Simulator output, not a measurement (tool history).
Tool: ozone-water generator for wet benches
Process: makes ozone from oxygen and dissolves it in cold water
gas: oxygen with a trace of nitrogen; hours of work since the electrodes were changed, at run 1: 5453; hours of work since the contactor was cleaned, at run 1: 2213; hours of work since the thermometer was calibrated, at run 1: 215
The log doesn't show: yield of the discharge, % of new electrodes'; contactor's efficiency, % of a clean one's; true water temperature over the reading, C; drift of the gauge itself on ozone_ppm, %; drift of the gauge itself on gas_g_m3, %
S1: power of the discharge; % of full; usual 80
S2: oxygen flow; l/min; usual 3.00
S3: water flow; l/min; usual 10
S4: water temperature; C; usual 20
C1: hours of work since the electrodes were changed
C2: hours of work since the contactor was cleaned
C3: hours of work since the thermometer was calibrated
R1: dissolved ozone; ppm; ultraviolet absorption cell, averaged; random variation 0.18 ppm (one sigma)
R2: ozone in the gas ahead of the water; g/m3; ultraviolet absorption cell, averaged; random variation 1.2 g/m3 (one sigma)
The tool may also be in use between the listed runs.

| run | hour | S1 | S2 | S3 | S4 | C1 | C2 | C3 | R1 | R2 |
|---|---|---|---|---|---|---|---|---|---|---|
| 1 | 0.0 | 80 | 3.00 | 10 | 20 | 5453 | 2213 | 215 | 24.7 | 214.8 |
|  | 76.7 | electrodes of the discharge changed |
| 2 | 76.7 | 80 | 3.00 | 12 | 20 | 0 | 2280 | 283 | 21.7 | 217.3 |
| 3 | 165.9 | 80 | 3.00 | 8 | 20 | 85 | 2365 | 367 | 28.9 | 216.6 |
| 4 | 294.7 | 80 | 3.00 | 13 | 20 | 207 | 2487 | 489 | 20.0 | 218.5 |
| 5 | 382.6 | 80 | 3.00 | 13 | 20 | 290 | 2570 | 573 | 20.3 | 214.8 |
| 6 | 536.8 | 80 | 3.00 | 13 | 20 | 436 | 2717 | 719 | 20.1 | 218.6 |
| 7 | 629.2 | 80 | 3.00 | 10 | 20 | 524 | 2804 | 807 | 25.0 | 214.6 |
| 8 | 762.1 | 80 | 3.00 | 10 | 20 | 650 | 2931 | 933 | 24.8 | 214.6 |
| 9 | 876.7 | 80 | 3.00 | 10 | 20 | 759 | 3039 | 1041 | 24.7 | 217.4 |
| 10 | 1043.6 | 80 | 3.00 | 10 | 20 | 917 | 3198 | 1200 | 24.7 | 215.4 |
| 11 | 1142.7 | 80 | 3.00 | 10 | 20 | 1011 | 3292 | 1294 | 24.9 | 216.1 |
| 12 | 1228.8 | 80 | 3.00 | 10 | 20 | 1093 | 3373 | 1375 | 24.9 | 214.9 |
| 13 | 1320.0 | 80 | 3.63 | 10 | 24 | 1179 | 3460 | 1462 | 23.9 | 202.4 |
| 14 | 1429.2 | 80 | 3.80 | 13 | 20 | 1283 | 3563 | 1565 | 21.1 | 197.0 |
| 15 | 1527.5 | 73 | 4.09 | 11 | 21 | 1376 | 3657 | 1659 | 22.8 | 184.0 |
| 16 | 1653.5 | 73 | 4.09 | 11 | 21 | 1496 | 3776 | 1778 | 22.7 | 183.6 |
| 17 | 1773.4 | 48 | 4.09 | 10 | 15 | 1610 | 3890 | 1892 | 21.6 | 144.1 |
| 18 | 1908.9 | 48 | 4.09 | 8 | 27 | 1738 | 4018 | 2021 | 19.4 | 144.7 |
| 19 | 2075.7 | 80 | 3.00 | 7 | 20 | 1896 | 4177 | 2179 | 31.3 | 214.1 |
|  | 2130.3 | contactor cleaned |
| 20 | 2209.1 | 80 | 3.00 | 9 | 20 | 2019 | 75 | 2302 | 26.9 | 212.1 |
| 21 | 2321.2 | 80 | 3.00 | 9 | 20 | 2125 | 181 | 2408 | 27.0 | 214.9 |
| 22 | 2395.4 | 48 | 3.00 | 10 | 20 | 2196 | 251 | 2478 | 19.0 | 163.0 |

4 ways to go on from here, each from the tool as it stands after run 22. What would each give?
| A | 2491.7 | 48 | 3.00 | 10 | 24 | 2287 | 343 | 2570 | ? | ? |
| B | 2491.7 | 80 | 5.20 | 9 | 20 | 2287 | 343 | 2570 | ? | ? |
| C | 2491.7 | 48 | 3.54 | 10 | 14 | 2287 | 343 | 2570 | ? | ? |
| D | 2491.7 | 48 | 2.16 | 10 | 20 | 2287 | 343 | 2570 | ? | ? |

| run | R1 | R2 |
|---|---|---|
| A | 17.7 | 163.1 |
| B | 27.9 | 173.2 |
| C | 21.6 | 154.2 |
| D | 17.8 | 181.3 |
Without the tool's hidden state the same runs would have given:
| run | R1 | R2 |
|---|---|---|
| A | 17.7 | 165.8 |
| B | 27.9 | 176.2 |
| C | 21.6 | 156.8 |
| D | 17.8 | 184.3 |
